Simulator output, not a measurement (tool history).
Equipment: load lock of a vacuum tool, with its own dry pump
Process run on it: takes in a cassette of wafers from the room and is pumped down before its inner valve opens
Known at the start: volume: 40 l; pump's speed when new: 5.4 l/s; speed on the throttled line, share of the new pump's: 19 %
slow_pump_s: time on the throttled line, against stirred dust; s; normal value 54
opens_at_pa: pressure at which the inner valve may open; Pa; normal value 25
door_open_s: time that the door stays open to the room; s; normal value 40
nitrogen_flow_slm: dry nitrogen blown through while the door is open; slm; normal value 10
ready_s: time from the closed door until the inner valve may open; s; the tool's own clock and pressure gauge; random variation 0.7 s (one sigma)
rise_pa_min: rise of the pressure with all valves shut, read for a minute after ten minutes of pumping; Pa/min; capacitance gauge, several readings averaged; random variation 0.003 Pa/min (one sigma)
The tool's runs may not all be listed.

run	day	slow_pump_s	opens_at_pa	door_open_s	nitrogen_flow_slm	incoming humidity of the room's air, %	ready_s	rise_pa_min
1	0	54	25	40	10	44.2	104	0.047
2	4.604	54	25	40	10	43.1	105.8	0.05
3	9.404	54	25	40	10	45.5	105.3	0.058
4	11.804	54	25	40	10	46	105.9	0.049
5	14.729	54	47	40	10	47.2	99.2	0.049
6	17.604	54	25	40	10	48	105.6	0.053
7	22.75	54	25	40	10	44	105.9	0.053
8	26.142	48	23	82	34	45.3	100.7	0.043
9	31.283	75	23	114	10	42.8	123	0.076
10	34.825	31	22	166	18	41.5	87.8	0.07
11	37.488	31	22	166	18	44.5	86.8	0.073
12	40.162	31	34	166	16	47.2	83.9	0.079
13	43.221	67	49	166	16	44.1	110.2	0.076
14	45.412	54	29	234	10	44.1	103.9	0.105

Branching from run 14: 5 alternative next runs. What would each branch give?
A	50.092	55	25	86	10	47.2	?	?
B	50.092	39	20	234	12	43	?	?
C	50.092	74	25	40	10	46.6	?	?
D	50.092	54	29	84	7	46.7	?	?
E	50.092	54	29	113	10	44.4	?	?

run	ready_s	rise_pa_min
A	105.7	0.074
B	95.4	0.103
C	121.2	0.051
D	102	0.077
E	102.5	0.077
Without the tool's hidden state the same runs would have given:
run	ready_s	rise_pa_min
A	105.6	0.074
B	95.4	0.103
C	121.2	0.051
D	101.9	0.076
E	102.5	0.077
